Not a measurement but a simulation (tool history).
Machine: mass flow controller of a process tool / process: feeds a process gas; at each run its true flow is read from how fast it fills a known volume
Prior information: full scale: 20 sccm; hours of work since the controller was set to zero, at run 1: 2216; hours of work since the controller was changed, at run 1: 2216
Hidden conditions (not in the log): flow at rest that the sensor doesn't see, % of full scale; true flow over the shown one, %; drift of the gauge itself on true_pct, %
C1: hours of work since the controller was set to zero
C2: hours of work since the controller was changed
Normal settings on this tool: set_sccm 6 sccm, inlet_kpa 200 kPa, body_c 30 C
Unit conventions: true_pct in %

run 1 hour=0.0 | set_sccm=6 inlet_kpa=200 body_c=30 | C1=2216 C2=2216 | true_pct=96.05
run 2 hour=232.4 | set_sccm=6 inlet_kpa=188 body_c=30 | C1=2320 C2=2320 | true_pct=95.94
run 3 hour=357.5 | set_sccm=15 inlet_kpa=200 body_c=30 | C1=2376 C2=2376 | true_pct=97.61
run 4 hour=494.2 | set_sccm=15 inlet_kpa=200 body_c=30 | C1=2438 C2=2438 | true_pct=97.57
run 5 hour=660.2 | set_sccm=15 inlet_kpa=200 body_c=30 | C1=2512 C2=2512 | true_pct=97.50
run 6 hour=923.7 | set_sccm=3 inlet_kpa=200 body_c=30 | C1=2630 C2=2630 | true_pct=93.20
run 7 hour=1124.1 | set_sccm=3 inlet_kpa=200 body_c=30 | C1=2719 C2=2719 | true_pct=93.19
run 8 hour=1355.8 | set_sccm=4 inlet_kpa=200 body_c=30 | C1=2823 C2=2823 | true_pct=94.29
run 9 hour=1502.9 | set_sccm=6 inlet_kpa=200 body_c=30 | C1=2889 C2=2889 | true_pct=95.40
run 10 hour=1767.1 | set_sccm=6 inlet_kpa=200 body_c=26 | C1=3007 C2=3007 | true_pct=95.56
run 11 hour=2021.0 | set_sccm=6 inlet_kpa=200 body_c=26 | C1=3121 C2=3121 | true_pct=95.42
run 12 hour=2137.0 | set_sccm=6 inlet_kpa=200 body_c=26 | C1=3173 C2=3173 | true_pct=95.28
run 13 hour=2399.2 | set_sccm=10 inlet_kpa=200 body_c=26 | C1=3290 C2=3290 | true_pct=96.55
run 14 hour=2597.3 | set_sccm=10 inlet_kpa=200 body_c=26 | C1=3379 C2=3379 | true_pct=96.47
run 15 hour=2772.6 | set_sccm=10 inlet_kpa=200 body_c=26 | C1=3457 C2=3457 | true_pct=96.53
run 16 hour=2889.1 | set_sccm=6 inlet_kpa=200 body_c=35 | C1=3509 C2=3509 | true_pct=94.16
run 17 hour=3031.8 | set_sccm=3 inlet_kpa=278 body_c=21 | C1=3573 C2=3573 | true_pct=92.07
run 18 hour=3296.6 | set_sccm=3 inlet_kpa=278 body_c=21 | C1=3692 C2=3692 | true_pct=91.84
run 19 hour=3441.9 | set_sccm=3 inlet_kpa=278 body_c=22 | C1=3757 C2=3757 | true_pct=91.84
run 20 hour=3674.9 | set_sccm=6 inlet_kpa=259 body_c=25 | C1=3861 C2=3861 | true_pct=94.57
run 21 hour=3944.3 | set_sccm=6 inlet_kpa=259 body_c=25 | C1=3981 C2=3981 | true_pct=94.50
run 22 hour=4078.4 | set_sccm=6 inlet_kpa=259 body_c=25 | C1=4041 C2=4041 | true_pct=94.29
run 23 hour=4283.4 | set_sccm=3 inlet_kpa=142 body_c=30 | C1=4133 C2=4133 | true_pct=90.79
run 24 hour=4541.7 | set_sccm=3 inlet_kpa=142 body_c=30 | C1=4249 C2=4249 | true_pct=90.50
run 25 hour=4700.1 | set_sccm=3 inlet_kpa=142 body_c=30 | C1=4320 C2=4320 | true_pct=90.51

Predict each of these 4 candidate next runs independently; none follows another, all start after run 25:
run A hour=4921.9 | set_sccm=2 inlet_kpa=200 body_c=27 | C1=4419 C2=4419 | true_pct=?
run B hour=4921.9 | set_sccm=2 inlet_kpa=200 body_c=30 | C1=4419 C2=4419 | true_pct=?
run C hour=4921.9 | set_sccm=15 inlet_kpa=258 body_c=37 | C1=4419 C2=4419 | true_pct=?
run D hour=4921.9 | set_sccm=3 inlet_kpa=188 body_c=22 | C1=4419 C2=4419 | true_pct=?

run=A true_pct=86.97
run=B true_pct=86.64
run=C true_pct=95.65
run=D true_pct=90.93
With no hidden state in the tool, these same runs would have given:
run=A true_pct=98.53
run=B true_pct=98.19
run=C true_pct=98.30
run=D true_pct=99.06

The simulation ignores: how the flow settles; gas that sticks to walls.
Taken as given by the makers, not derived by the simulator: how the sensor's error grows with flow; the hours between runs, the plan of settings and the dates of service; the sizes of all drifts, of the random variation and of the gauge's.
